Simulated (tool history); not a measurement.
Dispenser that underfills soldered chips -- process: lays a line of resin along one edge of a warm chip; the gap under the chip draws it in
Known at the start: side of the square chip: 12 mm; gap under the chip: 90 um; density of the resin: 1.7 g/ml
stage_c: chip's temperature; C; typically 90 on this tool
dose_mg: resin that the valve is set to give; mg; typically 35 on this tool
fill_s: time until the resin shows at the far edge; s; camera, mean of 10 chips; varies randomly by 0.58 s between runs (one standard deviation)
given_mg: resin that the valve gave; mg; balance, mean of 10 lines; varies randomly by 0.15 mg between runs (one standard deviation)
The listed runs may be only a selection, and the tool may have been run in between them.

run,hour,stage_c,dose_mg,fill_s,given_mg
1,0,90,35,60.6,31.84
# hour 4.7: new syringe of resin
2,6.7,90,35,56.2,31.57
# hour 12.6: new syringe of resin
3,14.9,90,35,57.1,31.53
# hour 17.8: dispensing valve cleaned and set on the balance
# hour 21.4: new syringe of resin
4,23,90,35,52.6,34.91
# hour 29.1: new syringe of resin
5,30,89,35,54.5,34.9
# hour 37.1: new syringe of resin
6,40.4,89,35,61.9,34.53
# hour 44.8: new syringe of resin
7,45.7,90,35,51.7,34.4
# hour 53.2: new syringe of resin
8,55.9,90,35,56.2,34.11
# hour 61.1: new syringe of resin
9,61.4,90,35,49.2,33.94
# hour 69.4: new syringe of resin
10,70,90,35,50.8,33.93
11,75.6,90,35,70.6,33.79
# hour 77.4: new syringe of resin
# hour 85.6: new syringe of resin
12,87.9,90,35,54.5,33.39
# hour 93.4: new syringe of resin
13,96.1,90,35,58.4,33.15
# hour 101.8: new syringe of resin
14,105.5,96,35,48.1,33.45
# hour 109.9: new syringe of resin
15,116.9,96,35,55.6,32.88
# hour 117.7: new syringe of resin
# hour 125.4: new syringe of resin
16,125.7,96,35,38.4,32.47
# hour 133.1: new syringe of resin
17,136.2,78,35,97.8,32.29
# hour 141.4: new syringe of resin
18,147.7,78,35,120.1,32.19
# hour 149.5: new syringe of resin
19,153.6,82,35,86.1,32.09
# hour 157.3: new syringe of resin
20,159.1,95,33,45.4,29.77
21,164.5,95,33,61.9,29.87
# hour 165.6: new syringe of resin
22,170,78,41.1,101.1,37.08
# hour 174: new syringe of resin
# hour 176.3: dispensing valve cleaned and set on the balance
23,177.9,78,41.1,92.8,40.81
# hour 182.9: new syringe of resin
24,188.6,86,30.3,82.4,30.02
# hour 190.6: new syringe of resin
# hour 198.3: new syringe of resin
25,199,97,40,38.8,39.4
# hour 206.3: new syringe of resin
26,210.6,90,36.9,62.6,36
# hour 214.7: new syringe of resin
27,217.6,85,43.9,67.8,43
# hour 222.9: new syringe of resin
28,223.3,85,43.9,59.9,42.26
# hour 230.8: new syringe of resin
29,230.8,91,38,47.2,36.58
# hour 238.6: new syringe of resin
30,243,82,38,86.3,36.44
# hour 246.6: new syringe of resin
31,249.7,82,38,80.7,36.11
# hour 254.5: new syringe of resin
32,258.5,99,33,43.6,30.99
# hour 263.1: new syringe of resin
33,264.9,82,44,74.3,41.48

Alternative continuations, all from the tool just after run 33; predict every row:
A,269.9,76,33.6,?,?
B,269.9,94,32.5,?,?
C,269.9,93,38.3,?,?
D,269.9,90,34.2,?,?
E,269.9,103,37.8,?,?

run,fill_s,given_mg
A,132.7,31.43
B,63.9,30.35
C,62.3,35.82
D,72.8,32.04
E,42.3,35.25
The same runs, with their run-to-run variation unchanged, on a tool lacking any hidden condition would have given:
run,fill_s,given_mg
A,90.4,33.5
B,43.6,32.36
C,42.3,38.18
D,49.3,34.15
E,28.7,37.57
